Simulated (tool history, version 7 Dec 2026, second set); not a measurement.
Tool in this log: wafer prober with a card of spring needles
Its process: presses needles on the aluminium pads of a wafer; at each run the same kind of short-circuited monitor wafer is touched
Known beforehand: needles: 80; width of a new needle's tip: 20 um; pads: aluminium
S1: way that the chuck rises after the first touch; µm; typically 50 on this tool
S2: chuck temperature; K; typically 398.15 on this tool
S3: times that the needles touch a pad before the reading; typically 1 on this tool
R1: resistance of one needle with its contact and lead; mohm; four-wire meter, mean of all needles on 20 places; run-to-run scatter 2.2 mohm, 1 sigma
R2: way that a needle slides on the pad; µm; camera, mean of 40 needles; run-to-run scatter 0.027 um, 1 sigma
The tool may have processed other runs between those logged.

Run 1, hour 0.0: usual settings. Result: R1 457 mohm, R2 7.32 µm.
At hour 10.4: tips cleaned on abrasive film.
Run 2, hour 19.7: usual settings but S3 2. Result: R1 775 mohm, R2 7.26 µm.
At hour 22.9: tips cleaned on abrasive film.
At hour 36.2: tips cleaned on abrasive film.
Run 3, hour 44.9: usual settings but S2 313.15 K. Result: R1 804 mohm, R2 7.29 µm.
At hour 49.6: tips cleaned on abrasive film.
At hour 58.2: height of the first contact set anew.
At hour 62.2: tips cleaned on abrasive film.
Run 4, hour 63.7: usual settings but S2 313.15 K. Result: R1 358 mohm, R2 7.41 µm.
At hour 75.6: tips cleaned on abrasive film.
Run 5, hour 85.8: usual settings but S2 390.15 K. Result: R1 829 mohm, R2 7.40 µm.
At hour 88.6: tips cleaned on abrasive film.
At hour 101.2: tips cleaned on abrasive film.
Run 6, hour 112.6: usual settings but S2 390.15 K. Result: R1 850 mohm, R2 7.39 µm.
At hour 114.7: tips cleaned on abrasive film.
At hour 127.1: tips cleaned on abrasive film.
Run 7, hour 133.8: usual settings but S2 390.15 K, S3 2. Result: R1 486 mohm, R2 7.35 µm.
At hour 141.2: tips cleaned on abrasive film.
At hour 143.3: tips cleaned on abrasive film, once more.
Run 8, hour 149.2: usual settings but S1 34 µm, S2 390.15 K, S3 2. Result: R1 784 mohm, R2 4.96 µm.
At hour 157.4: tips cleaned on abrasive film.
At hour 171.1: tips cleaned on abrasive film.
Run 9, hour 174.7: usual settings but S1 34 µm, S2 390.15 K, S3 2. Result: R1 644 mohm, R2 4.91 µm.
At hour 184.2: tips cleaned on abrasive film.
Run 10, hour 189.2: usual settings but S1 34 µm, S2 390.15 K, S3 2. Result: R1 749 mohm, R2 4.94 µm.
At hour 197.2: tips cleaned on abrasive film.
At hour 209.9: tips cleaned on abrasive film.
Run 11, hour 218.3: usual settings but S1 34 µm, S2 390.15 K, S3 2. Result: R1 935 mohm, R2 4.93 µm.
At hour 223.2: tips cleaned on abrasive film.
At hour 236.1: tips cleaned on abrasive film.
Run 12, hour 244.0: usual settings but S1 34 µm, S2 390.15 K, S3 2. Result: R1 894 mohm, R2 4.86 µm.
At hour 249.0: tips cleaned on abrasive film.
At hour 251.7: height of the first contact set anew.
At hour 262.4: tips cleaned on abrasive film.
At hour 275.5: tips cleaned on abrasive film.
Run 13, hour 275.5: usual settings. Result: R1 296 mohm, R2 7.37 µm.
At hour 287.6: tips cleaned on abrasive film.
Run 14, hour 293.3: usual settings but S1 46 µm, S2 350.15 K, S3 2. Result: R1 523 mohm, R2 6.79 µm.
At hour 299.8: tips cleaned on abrasive film.
Run 15, hour 311.0: usual settings but S1 39 µm, S3 2. Result: R1 810 mohm, R2 5.74 µm.
At hour 312.6: tips cleaned on abrasive film.
At hour 326.7: tips cleaned on abrasive film.
At hour 339.7: tips cleaned on abrasive film.
Run 16, hour 342.2: usual settings but S1 33 µm, S2 390.15 K, S3 2. Result: R1 568 mohm, R2 4.86 µm.
At hour 352.3: tips cleaned on abrasive film.
Run 17, hour 361.8: usual settings but S1 33 µm, S2 327.15 K. Result: R1 1672 mohm, R2 4.85 µm.
At hour 366.4: tips cleaned on abrasive film.
At hour 378.7: tips cleaned on abrasive film.
At hour 392.2: tips cleaned on abrasive film.
Run 18, hour 394.7: usual settings but S1 33 µm, S2 327.15 K. Result: R1 876 mohm, R2 4.74 µm.
At hour 404.4: tips cleaned on abrasive film.
Run 19, hour 412.7: usual settings but S1 69 µm, S2 327.15 K, S3 2. Result: R1 386 mohm, R2 10.11 µm.
At hour 417.7: tips cleaned on abrasive film.
At hour 431.4: tips cleaned on abrasive film.
At hour 444.1: tips cleaned on abrasive film.
Run 20, hour 444.1: usual settings but S1 69 µm, S2 327.15 K, S3 2. Result: R1 244 mohm, R2 10.10 µm.
At hour 446.5: height of the first contact set anew.
At hour 458.1: tips cleaned on abrasive film.
Run 21, hour 461.2: usual settings but S1 41 µm, S2 390.15 K, S3 2. Result: R1 462 mohm, R2 6.08 µm.
At hour 471.2: tips cleaned on abrasive film.
Run 22, hour 474.7: usual settings but S1 65 µm, S2 311.15 K, S3 2. Result: R1 336 mohm, R2 9.67 µm.
At hour 484.0: tips cleaned on abrasive film.
At hour 498.0: tips cleaned on abrasive film.
Run 23, hour 506.0: usual settings but S1 65 µm, S2 311.15 K, S3 2. Result: R1 423 mohm, R2 9.62 µm.

Predict each of these 5 candidate next runs independently; none follows another, all start after run 23:
At hour 510.9: tips cleaned on abrasive film.
At hour 524.1: tips cleaned on abrasive film.
Run A, hour 531.4: usual settings but S2 323.15 K. Result: R1 ?, R2 ?.
At hour 510.9: tips cleaned on abrasive film.
At hour 524.1: tips cleaned on abrasive film.
Run B, hour 531.4: usual settings but S1 37 µm, S2 344.15 K, S3 2. Result: R1 ?, R2 ?.
At hour 510.9: tips cleaned on abrasive film.
At hour 524.1: tips cleaned on abrasive film.
Run C, hour 531.4: usual settings but S1 40 µm, S2 301.15 K, S3 3. Result: R1 ?, R2 ?.
At hour 510.9: tips cleaned on abrasive film.
At hour 524.1: tips cleaned on abrasive film.
Run D, hour 531.4: usual settings but S1 65 µm, S2 311.15 K, S3 3. Result: R1 ?, R2 ?.
At hour 510.9: tips cleaned on abrasive film.
At hour 524.1: tips cleaned on abrasive film.
Run E, hour 531.4: usual settings but S2 302.15 K. Result: R1 ?, R2 ?.

run   R1    R2
  A  747  7.31
  B  803  5.41
  C  538  5.87
  D  328  9.55
  E  773  7.36
Take away the tool's hidden state, keep each run's random variation, and the runs would have read:
run   R1    R2
  A  224  7.37
  B  251  5.47
  C  232  5.94
  D  209  9.62
  E  223  7.42
